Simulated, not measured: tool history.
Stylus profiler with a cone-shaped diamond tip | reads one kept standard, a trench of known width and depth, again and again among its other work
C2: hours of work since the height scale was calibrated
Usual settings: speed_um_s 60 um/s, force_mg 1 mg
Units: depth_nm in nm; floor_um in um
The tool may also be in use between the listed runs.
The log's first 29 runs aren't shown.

{"run": 30, "hour": 1152.3, "speed_um_s": 49, "force_mg": 2.57, "scans with this tip": 5192, "C2": 714, "depth_nm": 101.53, "floor_um": 28.2}
{"run": 31, "hour": 1182.2, "speed_um_s": 119, "force_mg": 0.64, "scans with this tip": 5316, "C2": 731, "depth_nm": 100.71, "floor_um": 27.17}
{"run": 32, "hour": 1236.5, "speed_um_s": 77, "force_mg": 0.35, "scans with this tip": 5542, "C2": 763, "depth_nm": 100.64, "floor_um": 27.3}
{"run": 33, "hour": 1270.1, "speed_um_s": 62, "force_mg": 1.88, "scans with this tip": 5682, "C2": 782, "depth_nm": 101.39, "floor_um": 28.08}
{"run": 34, "hour": 1307.7, "speed_um_s": 63, "force_mg": 0.99, "scans with this tip": 5838, "C2": 803, "depth_nm": 100.76, "floor_um": 27.88}
{"run": 35, "hour": 1356.9, "speed_um_s": 102, "force_mg": 1.01, "scans with this tip": 6043, "C2": 831, "depth_nm": 100.91, "floor_um": 27.59}
{"run": 36, "hour": 1383.7, "speed_um_s": 84, "force_mg": 2.88, "scans with this tip": 6154, "C2": 847, "depth_nm": 101.72, "floor_um": 27.98}
{"run": 37, "hour": 1442.7, "speed_um_s": 50, "force_mg": 1, "scans with this tip": 6399, "C2": 881, "depth_nm": 101.12, "floor_um": 27.98}
{"run": 38, "hour": 1500.0, "speed_um_s": 171, "force_mg": 0.96, "scans with this tip": 6637, "C2": 913, "depth_nm": 101.16, "floor_um": 26.92}
{"run": 39, "hour": 1537.4, "speed_um_s": 171, "force_mg": 0.96, "scans with this tip": 6793, "C2": 935, "depth_nm": 100.85, "floor_um": 26.94}
{"run": 40, "hour": 1597.1, "speed_um_s": 166, "force_mg": 1.84, "scans with this tip": 7041, "C2": 969, "depth_nm": 101.32, "floor_um": 27.36}

Forecast each of these 3 alternatives for the next run:
{"run": "A", "hour": 1658.0, "speed_um_s": 173, "force_mg": 0.44, "scans with this tip": 7295, "C2": 1004, "depth_nm": "?", "floor_um": "?"}
{"run": "B", "hour": 1658.0, "speed_um_s": 166, "force_mg": 2.42, "scans with this tip": 7295, "C2": 1004, "depth_nm": "?", "floor_um": "?"}
{"run": "C", "hour": 1658.0, "speed_um_s": 21, "force_mg": 2.21, "scans with this tip": 7295, "C2": 1004, "depth_nm": "?", "floor_um": "?"}

run=A depth_nm=100.68 floor_um=26.18
run=B depth_nm=101.68 floor_um=27.46
run=C depth_nm=101.58 floor_um=28.26
Without the tool's hidden state the same runs would have given:
run=A depth_nm=100.36 floor_um=26.41
run=B depth_nm=101.35 floor_um=27.69
run=C depth_nm=101.25 floor_um=28.48
